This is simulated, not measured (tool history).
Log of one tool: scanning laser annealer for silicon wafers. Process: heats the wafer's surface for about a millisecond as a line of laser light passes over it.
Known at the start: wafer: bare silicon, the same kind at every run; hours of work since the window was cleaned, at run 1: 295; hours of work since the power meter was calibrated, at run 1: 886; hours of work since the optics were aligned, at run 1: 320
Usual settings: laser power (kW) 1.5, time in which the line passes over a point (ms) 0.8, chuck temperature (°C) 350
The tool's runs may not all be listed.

run    hour  laser power (kW)  time in which the line passes over a point (ms)  chuck temperature (°C)  hours of work since the window was cleaned  hours of work since the power meter was calibrated  hours of work since the optics were aligned  highest temperature of the surface (°C)
  1       0               1.5                                              0.8                     350                                         295                                                 886                                          320                                     1097
  2      50               1.5                                              0.8                     350                                         316                                                 907                                          341                                     1095
       79.2  -- window over the wafer cleaned
  3    90.3               1.5                                              0.8                     350                                           5                                                 924                                          357                                     1129
  4   146.4               1.5                                              0.8                     354                                          29                                                 948                                          382                                     1128
  5   180.9               1.5                                              0.8                     354                                          44                                                 963                                          396                                     1131
  6   220.2               1.5                                              0.8                     350                                          61                                                 980                                          413                                     1120
  7   266.2               1.5                                              0.8                     350                                          80                                                 999                                          433                                     1121
  8   312.9               1.5                                              0.8                     350                                         100                                                1019                                          453                                     1115
  9   346.8               1.5                                              0.8                     350                                         115                                                1034                                          468                                     1117
 10   387.7               1.5                                              0.8                     371                                         132                                                1051                                          485                                     1136
 11   434.5               1.5                                              0.8                     326                                         152                                                1071                                          505                                     1088
 12   475.3               1.5                                            0.697                     326                                         170                                                1089                                          523                                     1035
 13   516.1               1.5                                            0.697                     326                                         187                                                1107                                          540                                     1036
 14     559             1.482                                              0.8                     344                                         206                                                1125                                          559                                     1089
      565.3  -- laser's power meter calibrated
 15     594             1.569                                            0.912                     318                                         220                                                  12                                          572                                     1171
 16   645.6             1.569                                            0.912                     383                                         242                                                  34                                          594                                     1233
 17   685.7             1.624                                              0.8                     350                                         259                                                  52                                          612                                     1178
 18   739.2             1.388                                              0.8                     365                                         282                                                  75                                          635                                     1046
 19   768.7             1.292                                            0.769                     348                                         295                                                  87                                          647                                      965
 20   804.5             1.292                                             0.57                     366                                         310                                                 103                                          663                                      896
      818.3  -- laser's power meter calibrated, once more
 21   841.4               1.5                                            0.661                     371                                         325                                                  10                                          677                                     1043
      854.5  -- window over the wafer cleaned
 22   893.2             1.465                                              0.8                     337                                          17                                                  31                                          699                                     1087
 23   947.8               1.5                                            0.655                     373                                          40                                                  55                                          722                                     1062
 24   977.5             1.581                                            0.565                     315                                          53                                                  67                                          735                                     1000
 25  1010.4             1.627                                            0.713                     325                                          67                                                  82                                          749                                     1116
 26  1044.3             1.387                                              0.8                     353                                          81                                                  96                                          763                                     1048

Measured less the same run without the tool's hidden state. The same run-to-run variation is in both; the gauge's scatter may not be:
The hidden state here: light that passes the window, % of a clean one's; laser's true power over the reading, %; width of the line over the set one, %; drift of the gauge itself on peak_c, C.
run  highest temperature of the surface (°C)
  1                                      -33
  2                                      -36
  3                                       +0
  4                                       -3
  5                                       -4
  6                                       -6
  7                                       -8
  8                                      -10
  9                                      -12
 10                                      -14
 11                                      -17
 12                                      -17
 13                                      -19
 14                                      -23
 15                                      -24
 16                                      -26
 17                                      -28
 18                                      -26
 19                                      -24
 20                                      -22
 21                                      -39
 22                                      -10
 23                                      -12
 24                                      -12
 25                                      -16
 26                                      -16
